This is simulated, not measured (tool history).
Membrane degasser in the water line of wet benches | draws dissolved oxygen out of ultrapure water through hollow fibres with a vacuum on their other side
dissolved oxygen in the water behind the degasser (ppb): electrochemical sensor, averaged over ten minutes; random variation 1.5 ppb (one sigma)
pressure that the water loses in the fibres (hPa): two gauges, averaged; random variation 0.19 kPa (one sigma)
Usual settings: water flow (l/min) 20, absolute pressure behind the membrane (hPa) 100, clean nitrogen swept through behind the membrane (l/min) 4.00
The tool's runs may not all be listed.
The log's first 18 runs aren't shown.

run    hour  water flow (l/min)  absolute pressure behind the membrane (hPa)  clean nitrogen swept through behind the membrane (l/min)  hours since the membrane was changed  hours since the vacuum gauge was calibrated  hours since the vacuum lines were made tight  dissolved oxygen in the water behind the degasser (ppb)  pressure that the water loses in the fibres (hPa)
 19  1086.7                  27                                          244                                                      4.00                                  4705                                         1018                                          4512                                                    452.5                                              553.8
 20  1157.3                  27                                          244                                                      4.00                                  4776                                         1089                                          4582                                                    456.7                                              554.2
 21  1219.6                  27                                          244                                                      2.41                                  4838                                         1151                                          4645                                                    640.4                                              551.9
 22  1267.2                  27                                          244                                                      2.41                                  4886                                         1198                                          4692                                                    651.8                                              547.3
 23  1313.5                  15                                          104                                                     10.76                                  4932                                         1245                                          4739                                                     54.4                                              303.1
 24  1352.6                  21                                          245                                                     10.10                                  4971                                         1284                                          4778                                                    179.7                                              423.8
 25  1429.5                  21                                          245                                                     10.10                                  5048                                         1361                                          4855                                                    186.5                                              426.3
 26  1500.9                  25                                          147                                                      9.07                                  5120                                         1432                                          4926                                                    192.9                                              503.7
 27  1562.0                  24                                          147                                                      2.55                                  5181                                         1493                                          4987                                                    351.3                                              486.5
 28  1619.6                  24                                          147                                                      2.55                                  5238                                         1551                                          5045                                                    352.4                                              478.6
 29  1682.8                  24                                          147                                                      2.55                                  5301                                         1614                                          5108                                                    346.0                                              484.1
 30  1765.2                  24                                          178                                                      3.61                                  5384                                         1697                                          5190                                                    327.1                                              480.1
 31  1803.8                  20                                          205                                                      5.05                                  5423                                         1735                                          5229                                                    232.6                                              400.0
 32  1883.1                  28                                          100                                                     11.18                                  5502                                         1814                                          5308                                                    186.5                                              559.6

3 ways to go on from here, each from the tool as it stands after run 32. What would each give?
  A  1956.1                  16                                          100                                                      4.00                                  5575                                         1887                                          5381                                                        ?                                                  ?
  B  1956.1                  20                                           86                                                      2.32                                  5575                                         1887                                          5381                                                        ?                                                  ?
  C  1956.1                  20                                          100                                                      8.19                                  5575                                         1887                                          5381                                                        ?                                                  ?

run  dissolved oxygen in the water behind the degasser (ppb)  pressure that the water loses in the fibres (hPa)
  A                                                    103.2                                              320.9
  B                                                    175.3                                              401.1
  C                                                    107.8                                              398.2
Without the tool's hidden state the same runs would have given:
run  dissolved oxygen in the water behind the degasser (ppb)  pressure that the water loses in the fibres (hPa)
  A                                                    103.1                                              328.6
  B                                                    175.1                                              410.8
  C                                                    107.6                                              407.8
